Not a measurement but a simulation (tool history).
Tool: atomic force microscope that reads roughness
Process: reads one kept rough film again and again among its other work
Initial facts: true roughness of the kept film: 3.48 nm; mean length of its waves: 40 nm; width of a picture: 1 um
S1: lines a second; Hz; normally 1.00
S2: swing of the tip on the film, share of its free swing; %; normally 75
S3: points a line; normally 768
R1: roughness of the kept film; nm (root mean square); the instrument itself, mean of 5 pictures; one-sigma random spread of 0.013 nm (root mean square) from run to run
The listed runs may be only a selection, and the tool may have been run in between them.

run	hour	S1	S2	S3	R1
1	0.0	1.00	75	768	3.030
2	8.9	3.86	75	768	2.727
3	17.4	1.00	75	768	2.988
4	21.6	1.00	75	768	2.982
5	29.5	1.00	75	768	2.952
6	33.5	1.00	75	768	2.927
7	38.2	1.00	75	768	2.921
8	43.3	1.00	75	768	2.895
9	52.3	1.00	75	768	2.851
10	59.3	1.00	75	768	2.877
11	64.0	1.38	75	768	2.802
12	72.2	1.38	75	768	2.784
13	76.4	1.38	65	768	2.827
14	82.0	1.38	65	768	2.811
15	89.1	1.38	65	768	2.809
16	93.3	1.38	65	768	2.795
17	98.2	3.96	75	768	2.489
18	104.1	3.96	75	768	2.444
19	113.3	1.31	75	768	2.666
20	120.6	1.31	60	768	2.717
21	124.8	1.44	60	768	2.717
22	128.8	1.44	60	768	2.731
23	136.0	1.44	60	768	2.693
24	143.3	1.00	66	768	2.684
25	150.7	1.00	75	768	2.630
26	156.4	1.00	75	652	2.606
27	161.4	1.00	75	461	2.597
28	166.2	1.00	75	461	2.581
29	170.4	1.00	75	461	2.568
30	175.3	1.00	75	461	2.569
31	181.4	1.00	75	461	2.548
32	187.8	1.00	75	461	3.038
33	194.2	1.00	75	461	3.020
34	203.1	1.00	84	454	2.939
35	212.1	1.00	71	454	2.996
36	218.6	1.83	67	975	2.947
37	228.0	1.83	67	975	2.926
38	233.2	1.94	67	975	2.903
39	237.2	1.94	67	975	2.872
40	241.7	0.87	78	563	2.885
41	249.1	1.90	63	925	2.905
42	257.3	1.90	63	925	2.870
43	262.0	1.90	63	925	2.846
44	267.7	1.90	76	925	2.742
45	272.0	2.04	84	925	2.609
46	276.6	2.04	84	925	2.615
47	283.3	1.69	57	342	2.821
48	291.5	0.98	83	342	2.720
49	299.9	2.37	69	602	2.685
50	303.7	0.78	87	557	2.706
51	309.2	1.51	78	290	2.616

Not shown here: 3 entries made in the log between runs. Locate each between two listed runs and compare the hidden state at the listed run before it with the hidden state at the listed run after it:
Between runs 31 and 32: new tip fitted (hour 187.2)
  radius of the tip, nm: 36.4 -> 11
  measured minus no-state result, R1: -0.535 -> -0.026 nm (root mean square)
Between runs 36 and 37: height scale calibrated on a step standard (hour 220.2)
  radius of the tip, nm: 15 -> 16.2; height scale over the true one, %: -0.08 -> -0.12
  measured minus no-state result, R1: -0.119 -> -0.148 nm (root mean square)
Between runs 40 and 41: height scale calibrated on a step standard, once more (hour 244.4)
  radius of the tip, nm: 18 -> 18.9; height scale over the true one, %: -0.13 -> 0.17
  measured minus no-state result, R1: -0.187 -> -0.198 nm (root mean square)
